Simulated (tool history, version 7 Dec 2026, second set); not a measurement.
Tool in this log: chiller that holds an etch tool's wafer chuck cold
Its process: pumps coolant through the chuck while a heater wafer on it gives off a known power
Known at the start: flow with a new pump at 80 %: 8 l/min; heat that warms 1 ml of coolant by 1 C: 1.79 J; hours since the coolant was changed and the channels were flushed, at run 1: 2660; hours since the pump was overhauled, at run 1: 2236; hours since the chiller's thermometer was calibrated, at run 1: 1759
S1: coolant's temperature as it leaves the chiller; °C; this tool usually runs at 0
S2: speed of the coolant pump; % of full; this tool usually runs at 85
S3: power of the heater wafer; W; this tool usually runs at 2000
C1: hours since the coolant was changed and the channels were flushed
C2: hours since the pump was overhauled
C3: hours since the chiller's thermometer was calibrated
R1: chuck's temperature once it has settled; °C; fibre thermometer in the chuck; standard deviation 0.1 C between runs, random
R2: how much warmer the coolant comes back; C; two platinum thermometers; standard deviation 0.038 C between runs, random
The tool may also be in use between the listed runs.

{"run": 1, "hour": 0.0, "S1": 0, "S2": 85, "S3": 2000, "C1": 2660, "C2": 2236, "C3": 1759, "R1": 15.0, "R2": 7.87}
{"run": 2, "hour": 93.6, "S1": 0, "S2": 85, "S3": 2000, "C1": 2753, "C2": 2330, "C3": 1853, "R1": 15.1, "R2": 7.86}
{"run": 3, "hour": 181.3, "S1": 0, "S2": 85, "S3": 2000, "C1": 2841, "C2": 2417, "C3": 1940, "R1": 15.2, "R2": 7.84}
{"run": 4, "hour": 330.8, "S1": -4, "S2": 85, "S3": 2000, "C1": 2990, "C2": 2567, "C3": 2090, "R1": 11.1, "R2": 7.87}
{"run": 5, "hour": 461.1, "S1": 0, "S2": 85, "S3": 2000, "C1": 3121, "C2": 2697, "C3": 2220, "R1": 15.0, "R2": 7.88}
{"run": 6, "hour": 568.7, "S1": 4, "S2": 85, "S3": 2000, "C1": 3228, "C2": 2805, "C3": 2328, "R1": 19.2, "R2": 7.87}
{"run": 7, "hour": 655.2, "S1": 4, "S2": 85, "S3": 2000, "C1": 3315, "C2": 2891, "C3": 2414, "R1": 19.1, "R2": 7.89}
{"run": 8, "hour": 743.3, "S1": 4, "S2": 85, "S3": 2000, "C1": 3403, "C2": 2979, "C3": 2502, "R1": 19.0, "R2": 7.79}
{"run": 9, "hour": 837.4, "S1": 4, "S2": 85, "S3": 2000, "C1": 3497, "C2": 3073, "C3": 2596, "R1": 19.2, "R2": 7.8}
{"run": 10, "hour": 929.9, "S1": 8, "S2": 85, "S3": 2000, "C1": 3589, "C2": 3166, "C3": 2689, "R1": 22.9, "R2": 7.73}
{"run": 11, "hour": 1052.0, "S1": 0, "S2": 85, "S3": 2000, "C1": 3712, "C2": 3288, "C3": 2811, "R1": 15.1, "R2": 7.78}
{"run": 12, "hour": 1192.5, "S1": 0, "S2": 85, "S3": 2000, "C1": 3852, "C2": 3428, "C3": 2952, "R1": 15.2, "R2": 7.88}
{"run": 13, "hour": 1280.8, "S1": 0, "S2": 85, "S3": 2000, "C1": 3940, "C2": 3517, "C3": 3040, "R1": 15.0, "R2": 7.8}
{"run": 14, "hour": 1405.3, "S1": 0, "S2": 85, "S3": 1863, "C1": 4065, "C2": 3641, "C3": 3164, "R1": 13.9, "R2": 7.2}
{"run": 15, "hour": 1556.9, "S1": 0, "S2": 85, "S3": 1863, "C1": 4216, "C2": 3793, "C3": 3316, "R1": 13.9, "R2": 7.24}
{"run": 16, "hour": 1637.5, "S1": 0, "S2": 83, "S3": 2000, "C1": 4297, "C2": 3873, "C3": 3396, "R1": 15.3, "R2": 7.93}
{"run": 17, "hour": 1732.1, "S1": 0, "S2": 85, "S3": 1456, "C1": 4392, "C2": 3968, "C3": 3491, "R1": 10.8, "R2": 5.56}
{"run": 18, "hour": 1858.0, "S1": -9, "S2": 71, "S3": 1993, "C1": 4518, "C2": 4094, "C3": 3617, "R1": 8.1, "R2": 9.28}
{"run": 19, "hour": 1921.1, "S1": 9, "S2": 82, "S3": 2000, "C1": 4581, "C2": 4157, "C3": 3680, "R1": 24.3, "R2": 8.09}
{"run": 20, "hour": 2029.5, "S1": -8, "S2": 82, "S3": 1658, "C1": 4689, "C2": 4265, "C3": 3788, "R1": 5.0, "R2": 6.68}
{"hour": 2112.7, "done": "chiller's thermometer calibrated"}
{"run": 21, "hour": 2127.9, "S1": -8, "S2": 82, "S3": 1658, "C1": 4786, "C2": 4363, "C3": 15, "R1": 4.8, "R2": 6.59}
{"run": 22, "hour": 2231.2, "S1": 10, "S2": 85, "S3": 2000, "C1": 4890, "C2": 4466, "C3": 119, "R1": 24.9, "R2": 7.7}
{"run": 23, "hour": 2381.0, "S1": 10, "S2": 85, "S3": 2000, "C1": 5040, "C2": 4616, "C3": 268, "R1": 25.4, "R2": 7.76}
{"run": 24, "hour": 2498.9, "S1": 0, "S2": 85, "S3": 2000, "C1": 5157, "C2": 4734, "C3": 386, "R1": 15.2, "R2": 7.67}
{"run": 25, "hour": 2599.4, "S1": -8, "S2": 96, "S3": 2000, "C1": 5258, "C2": 4834, "C3": 487, "R1": 5.7, "R2": 6.76}
{"run": 26, "hour": 2676.8, "S1": -8, "S2": 96, "S3": 2000, "C1": 5335, "C2": 4912, "C3": 564, "R1": 5.9, "R2": 6.78}
{"run": 27, "hour": 2771.1, "S1": -8, "S2": 96, "S3": 2000, "C1": 5430, "C2": 5006, "C3": 658, "R1": 5.9, "R2": 6.72}
{"run": 28, "hour": 2907.8, "S1": -8, "S2": 96, "S3": 2000, "C1": 5566, "C2": 5143, "C3": 795, "R1": 5.9, "R2": 6.74}
{"run": 29, "hour": 3058.5, "S1": -3, "S2": 98, "S3": 2843, "C1": 5717, "C2": 5293, "C3": 946, "R1": 16.5, "R2": 9.37}
{"hour": 3163.6, "done": "gauge calibrated"}
{"run": 30, "hour": 3180.2, "S1": -9, "S2": 76, "S3": 2367, "C1": 5839, "C2": 5415, "C3": 1068, "R1": 10.2, "R2": 10.47}
{"run": 31, "hour": 3279.1, "S1": 6, "S2": 76, "S3": 1965, "C1": 5938, "C2": 5514, "C3": 1166, "R1": 22.1, "R2": 8.68}
{"run": 32, "hour": 3396.7, "S1": 0, "S2": 83, "S3": 2165, "C1": 6055, "C2": 5632, "C3": 1284, "R1": 16.6, "R2": 8.78}
{"run": 33, "hour": 3523.5, "S1": 7, "S2": 62, "S3": 1345, "C1": 6182, "C2": 5758, "C3": 1411, "R1": 19.7, "R2": 7.31}

The same runs without the tool's hidden state, with the same run-to-run variation:
Hidden state at play: heat passed by the chuck's channels, % of clean ones'; flow at a given pump speed, % of a new pump's; coolant's true temperature over the reading, C; drift of the gauge itself on chuck_c, C; drift of the gauge itself on warmer_back_c, C.
run=1 R2=7.87
run=2 R2=7.87
run=3 R2=7.86
run=4 R2=7.90
run=5 R2=7.92
run=6 R2=7.91
run=7 R2=7.94
run=8 R2=7.85
run=9 R2=7.86
run=10 R2=7.81
run=11 R2=7.86
run=12 R2=7.98
run=13 R2=7.90
run=14 R2=7.31
run=15 R2=7.36
run=16 R2=8.06
run=17 R2=5.71
run=18 R2=9.43
run=19 R2=8.25
run=20 R2=6.85
run=21 R2=6.76
run=22 R2=7.88
run=23 R2=7.96
run=24 R2=7.88
run=25 R2=6.97
run=26 R2=7.00
run=27 R2=6.95
run=28 R2=6.98
run=29 R2=9.62
run=30 R2=10.47
run=31 R2=8.69
run=32 R2=8.79
run=33 R2=7.33
For R1, the value without the hidden state is never more than 0.1 °C from the measured value.
